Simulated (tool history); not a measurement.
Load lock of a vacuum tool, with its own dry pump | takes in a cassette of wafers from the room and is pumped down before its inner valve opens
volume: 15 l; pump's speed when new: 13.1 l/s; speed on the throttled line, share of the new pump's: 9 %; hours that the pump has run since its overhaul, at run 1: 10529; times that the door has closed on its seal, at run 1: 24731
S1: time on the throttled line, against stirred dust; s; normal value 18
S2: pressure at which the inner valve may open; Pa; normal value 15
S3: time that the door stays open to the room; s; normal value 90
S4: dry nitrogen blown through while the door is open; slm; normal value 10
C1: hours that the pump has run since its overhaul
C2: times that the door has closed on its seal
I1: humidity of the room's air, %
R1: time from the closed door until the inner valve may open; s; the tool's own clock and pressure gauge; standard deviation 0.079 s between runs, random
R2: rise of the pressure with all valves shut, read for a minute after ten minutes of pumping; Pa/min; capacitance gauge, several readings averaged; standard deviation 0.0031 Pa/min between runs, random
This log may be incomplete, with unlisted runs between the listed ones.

| run | hour | S1 | S2 | S3 | S4 | C1 | C2 | I1 | R1 | R2 |
|---|---|---|---|---|---|---|---|---|---|---|
| 1 | 0 | 18 | 15 | 90 | 10 | 10529 | 24731 | 45.6 | 27.48 | 0.208 |
| 2 | 330.5 | 18 | 15 | 90 | 10 | 10859 | 25412 | 42.6 | 27.64 | 0.209 |
| 3 | 604.8 | 18 | 15 | 90 | 10 | 11133 | 25977 | 46.7 | 27.6 | 0.215 |
| 4 | 932.5 | 18 | 15 | 90 | 10 | 11461 | 26652 | 48.3 | 27.68 | 0.236 |
| 5 | 1240.7 | 12 | 15 | 90 | 10 | 11769 | 27287 | 44.6 | 22.32 | 0.224 |
| 6 | 1463.1 | 12 | 15 | 90 | 10 | 11992 | 27745 | 45.2 | 22.35 | 0.219 |
| 7 | 1686.5 | 12 | 15 | 87 | 10 | 12215 | 28205 | 42.6 | 22.31 | 0.226 |
| 8 | 1912.3 | 12 | 15 | 87 | 10 | 12441 | 28670 | 44.3 | 22.31 | 0.229 |
| 9 | 2277.2 | 11 | 22 | 32 | 5 | 12806 | 29422 | 42.7 | 21.01 | 0.206 |

Run 10 has not been measured yet. What should we expect?
| 10 | 2475.5 | 27 | 22 | 32 | 4 | 13004 | 29830 | 45.1 | ? | ? |

R1: 35.46 s
R2: 0.21 Pa/min
Take away the tool's hidden state, keep the run-to-run variation as it was, and the same run would have given R1 34.37 s, R2 0.076 Pa/min.

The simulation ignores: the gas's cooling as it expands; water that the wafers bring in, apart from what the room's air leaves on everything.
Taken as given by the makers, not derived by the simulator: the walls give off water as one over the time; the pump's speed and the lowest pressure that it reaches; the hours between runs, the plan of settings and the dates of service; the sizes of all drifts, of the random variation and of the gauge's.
